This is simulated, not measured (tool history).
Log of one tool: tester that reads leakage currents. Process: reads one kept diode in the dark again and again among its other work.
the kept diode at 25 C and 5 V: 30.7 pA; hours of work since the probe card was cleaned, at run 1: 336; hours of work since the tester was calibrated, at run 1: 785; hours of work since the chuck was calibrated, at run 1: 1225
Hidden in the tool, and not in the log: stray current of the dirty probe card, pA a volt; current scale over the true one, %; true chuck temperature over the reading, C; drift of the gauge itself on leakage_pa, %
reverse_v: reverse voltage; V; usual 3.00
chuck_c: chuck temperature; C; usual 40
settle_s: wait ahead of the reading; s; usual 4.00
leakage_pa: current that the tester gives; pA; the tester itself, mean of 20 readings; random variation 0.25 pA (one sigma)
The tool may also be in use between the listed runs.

run    hour  reverse_v  chuck_c  settle_s  hours of work since the probe card was cleaned  hours of work since the tester was calibrated  hours of work since the chuck was calibrated  leakage_pa
  1     0.0       3.00       40      4.00                                             336                                            785                                          1225       85.09
  2   153.5       3.00       40      4.00                                             419                                            868                                          1308       86.03
  3   318.6       3.00       40      4.00                                             508                                            957                                          1397       86.20
  4   454.6       3.00       40      4.00                                             581                                           1030                                          1470       87.21
  5   571.4       3.00       40      4.00                                             644                                           1093                                          1533       87.60
  6   729.2      10.32       40      4.00                                             729                                           1178                                          1618      142.40
  7   855.3       3.00       40      2.64                                             797                                           1246                                          1686       88.97
  8  1020.4       3.00       40      4.00                                             886                                           1335                                          1775       89.72
     1161.2  -- chuck's temperature calibrated
  9  1221.9       3.00       40      6.88                                             994                                           1443                                            33       87.04
 10  1359.6       5.20       40      6.88                                            1068                                           1517                                           107      108.82
 11  1489.5       5.20       40      6.88                                            1138                                           1587                                           177      109.31
 12  1638.2       5.20       40      6.88                                            1218                                           1667                                           257      110.70
 13  1793.2       3.55       43      0.53                                            1302                                           1750                                           341      117.17
     1891.3  -- probe card cleaned and baked
 14  1988.3       3.55       43      0.53                                              52                                           1854                                           444      108.15
 15  2118.0       3.55       43      0.45                                             122                                           1924                                           514      108.50
 16  2207.1       1.49       43      4.15                                             170                                           1972                                           562       80.66
 17  2347.2       8.89       58      0.66                                             246                                           2047                                           638      401.67
 18  2524.0       8.89       58      0.66                                             341                                           2143                                           733      403.52
 19  2657.3       8.89       58      0.66                                             413                                           2215                                           805      406.68
     2740.3  -- tester calibrated
 20  2756.4      10.58       28      2.87                                             465                                              9                                           857       60.47
 21  2858.7      10.58       21      2.02                                             520                                             64                                           912       40.62
 22  3031.9      14.09       24      0.39                                             614                                            157                                          1006       63.29
 23  3156.7      14.09       24      0.39                                             681                                            224                                          1073       65.17
 24  3312.0      14.09       34      3.02                                             765                                            308                                          1157      109.14

Forecast each of these 5 alternatives for the next run:
  A  3405.3       5.26       32      0.30                                             815                                            358                                          1207           ?
  B  3405.3      14.09       34      1.65                                             815                                            358                                          1207           ?
  C  3405.3       1.77       40      4.00                                             815                                            358                                          1207           ?
  D  3405.3      14.09       34      3.25                                             815                                            358                                          1207           ?
  E  3405.3       6.17       41      9.85                                             815                                            358                                          1207           ?

run  leakage_pa
  A       66.31
  B      111.19
  C       71.44
  D      111.00
  E      120.81
Without the tool's hidden state the same runs would have given:
run  leakage_pa
  A       56.80
  B       87.19
  C       67.36
  D       86.91
  E      108.99
